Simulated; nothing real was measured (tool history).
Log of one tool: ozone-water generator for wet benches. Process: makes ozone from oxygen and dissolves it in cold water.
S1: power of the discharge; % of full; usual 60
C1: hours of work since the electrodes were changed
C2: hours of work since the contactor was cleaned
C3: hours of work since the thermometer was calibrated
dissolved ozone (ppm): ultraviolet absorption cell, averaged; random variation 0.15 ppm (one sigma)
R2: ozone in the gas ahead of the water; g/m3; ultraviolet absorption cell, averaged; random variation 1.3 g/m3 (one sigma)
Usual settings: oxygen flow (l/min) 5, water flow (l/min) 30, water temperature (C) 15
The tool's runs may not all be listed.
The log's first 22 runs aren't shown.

{"run": 23, "hour": 2021.6, "S1": 50, "oxygen flow (l/min)": 5.17, "water flow (l/min)": 48, "water temperature (C)": 13, "C1": 3327, "C2": 5101, "C3": 3298, "dissolved ozone (ppm)": 10.5, "R2": 211.8}
{"run": 24, "hour": 2106.5, "S1": 60, "oxygen flow (l/min)": 6.8, "water flow (l/min)": 30, "water temperature (C)": 15, "C1": 3405, "C2": 5179, "C3": 3376, "dissolved ozone (ppm)": 19.5, "R2": 199.4}
{"run": 25, "hour": 2217.7, "S1": 60, "oxygen flow (l/min)": 3.32, "water flow (l/min)": 30, "water temperature (C)": 15, "C1": 3507, "C2": 5281, "C3": 3478, "dissolved ozone (ppm)": 17.8, "R2": 298.5}
{"run": 26, "hour": 2314.1, "S1": 41, "oxygen flow (l/min)": 4.86, "water flow (l/min)": 41, "water temperature (C)": 15, "C1": 3596, "C2": 5369, "C3": 3566, "dissolved ozone (ppm)": 11.1, "R2": 196}
{"hour": 2364.0, "done": "contactor cleaned"}
{"run": 27, "hour": 2418.7, "S1": 60, "oxygen flow (l/min)": 2.76, "water flow (l/min)": 28, "water temperature (C)": 12, "C1": 3688, "C2": 50, "C3": 3659, "dissolved ozone (ppm)": 18.7, "R2": 333.7}
{"run": 28, "hour": 2521.9, "S1": 60, "oxygen flow (l/min)": 2.76, "water flow (l/min)": 28, "water temperature (C)": 12, "C1": 3783, "C2": 145, "C3": 3753, "dissolved ozone (ppm)": 18.9, "R2": 330.8}
{"run": 29, "hour": 2641.7, "S1": 60, "oxygen flow (l/min)": 2.76, "water flow (l/min)": 28, "water temperature (C)": 12, "C1": 3892, "C2": 255, "C3": 3863, "dissolved ozone (ppm)": 18.9, "R2": 333.1}
{"run": 30, "hour": 2716.0, "S1": 60, "oxygen flow (l/min)": 3.02, "water flow (l/min)": 34, "water temperature (C)": 13, "C1": 3961, "C2": 323, "C3": 3931, "dissolved ozone (ppm)": 15.4, "R2": 318.3}
{"run": 31, "hour": 2811.9, "S1": 60, "oxygen flow (l/min)": 3.69, "water flow (l/min)": 18, "water temperature (C)": 15, "C1": 4049, "C2": 411, "C3": 4019, "dissolved ozone (ppm)": 29.7, "R2": 281.1}
{"run": 32, "hour": 2893.6, "S1": 60, "oxygen flow (l/min)": 4.45, "water flow (l/min)": 18, "water temperature (C)": 15, "C1": 4123, "C2": 486, "C3": 4094, "dissolved ozone (ppm)": 30.6, "R2": 255.9}
{"run": 33, "hour": 2984.1, "S1": 60, "oxygen flow (l/min)": 4.45, "water flow (l/min)": 18, "water temperature (C)": 15, "C1": 4206, "C2": 569, "C3": 4177, "dissolved ozone (ppm)": 30, "R2": 254.3}

3 ways to go on from here, each from the tool as it stands after run 33. What would each give?
{"hour": 2995.3, "done": "water thermometer calibrated"}
{"run": "A", "hour": 3097.4, "S1": 60, "oxygen flow (l/min)": 5, "water flow (l/min)": 20, "water temperature (C)": 15, "C1": 4310, "C2": 672, "C3": 94, "dissolved ozone (ppm)": "?", "R2": "?"}
{"hour": 2995.3, "done": "water thermometer calibrated"}
{"run": "B", "hour": 3097.4, "S1": 76, "oxygen flow (l/min)": 5, "water flow (l/min)": 45, "water temperature (C)": 15, "C1": 4310, "C2": 672, "C3": 94, "dissolved ozone (ppm)": "?", "R2": "?"}
{"hour": 2995.3, "done": "water thermometer calibrated"}
{"run": "C", "hour": 3097.4, "S1": 52, "oxygen flow (l/min)": 4.04, "water flow (l/min)": 37, "water temperature (C)": 15, "C1": 4310, "C2": 672, "C3": 94, "dissolved ozone (ppm)": "?", "R2": "?"}

run=A dissolved_ozone_(ppm)=27.5 R2=239.9
run=B dissolved_ozone_(ppm)=13.7 R2=269.1
run=C dissolved_ozone_(ppm)=13.6 R2=250.1
Without the tool's hidden state the same runs would have given:
run=A dissolved_ozone_(ppm)=27.5 R2=240.2
run=B dissolved_ozone_(ppm)=13.7 R2=269.5
run=C dissolved_ozone_(ppm)=13.6 R2=250.4

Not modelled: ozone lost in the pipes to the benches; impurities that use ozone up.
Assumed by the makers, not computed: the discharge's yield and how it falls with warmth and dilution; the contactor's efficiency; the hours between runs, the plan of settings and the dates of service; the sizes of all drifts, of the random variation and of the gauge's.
